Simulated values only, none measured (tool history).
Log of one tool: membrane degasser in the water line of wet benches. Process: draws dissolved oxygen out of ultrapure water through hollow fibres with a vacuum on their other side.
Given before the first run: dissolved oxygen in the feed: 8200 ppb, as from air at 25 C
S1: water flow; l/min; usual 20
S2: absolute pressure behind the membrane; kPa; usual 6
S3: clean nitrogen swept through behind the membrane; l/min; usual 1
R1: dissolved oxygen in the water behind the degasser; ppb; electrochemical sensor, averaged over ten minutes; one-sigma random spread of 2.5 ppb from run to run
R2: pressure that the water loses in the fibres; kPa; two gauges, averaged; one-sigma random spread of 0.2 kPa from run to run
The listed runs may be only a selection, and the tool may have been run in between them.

Run 1, hour 0: usual settings. Result: R1 245.8 ppb, R2 44.59 kPa.
Run 2, hour 153.5: usual settings. Result: R1 250.5 ppb, R2 44.68 kPa.
Run 3, hour 233.9: usual settings but S3 0.45 l/min. Result: R1 356 ppb, R2 44.81 kPa.
Run 4, hour 380.1: usual settings but S3 0.45 l/min. Result: R1 362.4 ppb, R2 44.72 kPa.
Run 5, hour 540: usual settings but S3 0.45 l/min. Result: R1 362.5 ppb, R2 44.28 kPa.
Run 6, hour 664: usual settings but S2 7.33 kPa. Result: R1 303.7 ppb, R2 44.92 kPa.
Run 7, hour 758.5: usual settings but S1 23 l/min, S3 0.62 l/min. Result: R1 394.6 ppb, R2 51.1 kPa.

What does the tool deliver on the next run?
Run 8, hour 886: usual settings but S1 19 l/min, S2 4.66 kPa, S3 1.69 l/min. Result: R1 ?, R2 ?.

R1: 146.9 ppb
R2: 41.93 kPa
Had the tool carried no hidden state, the very same run would have given R1 146.4 ppb, R2 41.9 kPa.
